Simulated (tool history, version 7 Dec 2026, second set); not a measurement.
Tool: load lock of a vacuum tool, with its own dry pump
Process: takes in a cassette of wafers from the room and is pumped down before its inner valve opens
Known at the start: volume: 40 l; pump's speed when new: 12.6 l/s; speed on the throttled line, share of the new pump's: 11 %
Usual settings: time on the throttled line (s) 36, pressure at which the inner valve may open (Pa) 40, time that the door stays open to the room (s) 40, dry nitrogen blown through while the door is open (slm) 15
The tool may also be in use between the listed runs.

run      day  time on the throttled line (s)  pressure at which the inner valve may open (Pa)  time that the door stays open to the room (s)  dry nitrogen blown through while the door is open (slm)  incoming humidity of the room's air, %  time from the closed door until the inner valve may open (s)  rise of the pressure with all valves shut (Pa/min)
  1    0.000                              36                                               40                                             40                                                       15                                    44.2                                                          61.5                                               0.065
  2   13.475                              36                                               40                                             40                                                       15                                    45.4                                                          61.0                                               0.074
  3   26.479                              36                                               40                                             40                                                       15                                    43.3                                                          61.6                                               0.071
  4   33.496                              36                                               79                                             40                                                       15                                    48.1                                                          59.1                                               0.074
  5   43.750                              36                                               79                                             40                                                       15                                    41.7                                                          58.8                                               0.071
  6   50.083                              36                                               79                                             40                                                        4                                    44.7                                                          58.6                                               0.098
  7   57.912                              28                                               79                                             40                                                        4                                    44.4                                                          52.6                                               0.092
  8   70.667                              28                                               79                                             40                                                        4                                    42.8                                                          52.1                                               0.091
  9   81.096                              28                                               79                                             40                                                        7                                    42.5                                                          53.1                                               0.096
 10   94.417                              36                                               40                                             40                                                       10                                    45.1                                                          62.6                                               0.093
 11  103.033                              36                                               40                                             40                                                       15                                    43.3                                                          62.7                                               0.084
 12  111.729                              36                                               40                                             40                                                       15                                    47.8                                                          62.8                                               0.091
 13  120.612                              36                                               40                                             40                                                       15                                    43.3                                                          63.5                                               0.090
 14  126.554                              36                                               40                                             40                                                       15                                    44.2                                                          62.3                                               0.092
     136.383  -- dry pump taken out, an overhauled one fitted
 15  139.583                              36                                               40                                             41                                                       15                                    47.2                                                          58.0                                               0.098
 16  149.712                              36                                               40                                             41                                                       15                                    47.4                                                          58.2                                               0.100
 17  157.258                              36                                               40                                             41                                                       15                                    47.1                                                          57.5                                               0.106
 18  163.783                              36                                               40                                             41                                                       15                                    44.4                                                          57.2                                               0.110
 19  175.762                              36                                               40                                             41                                                       15                                    42.7                                                          58.0                                               0.110
 20  184.938                              36                                               40                                             41                                                       15                                    44.9                                                          57.8                                               0.106
 21  196.262                              62                                               40                                             40                                                       15                                    44.3                                                          80.5                                               0.112

The next listed run, before its measurement:
 22  207.812                              62                                               40                                             40                                                       15                                    45.8                                                             ?                                                   ?

time from the closed door until the inner valve may open (s): 80.5
rise of the pressure with all valves shut (Pa/min): 0.113
Without the tool's hidden state the same run would have given time from the closed door until the inner valve may open (s) 79.7, rise of the pressure with all valves shut (Pa/min) 0.031.
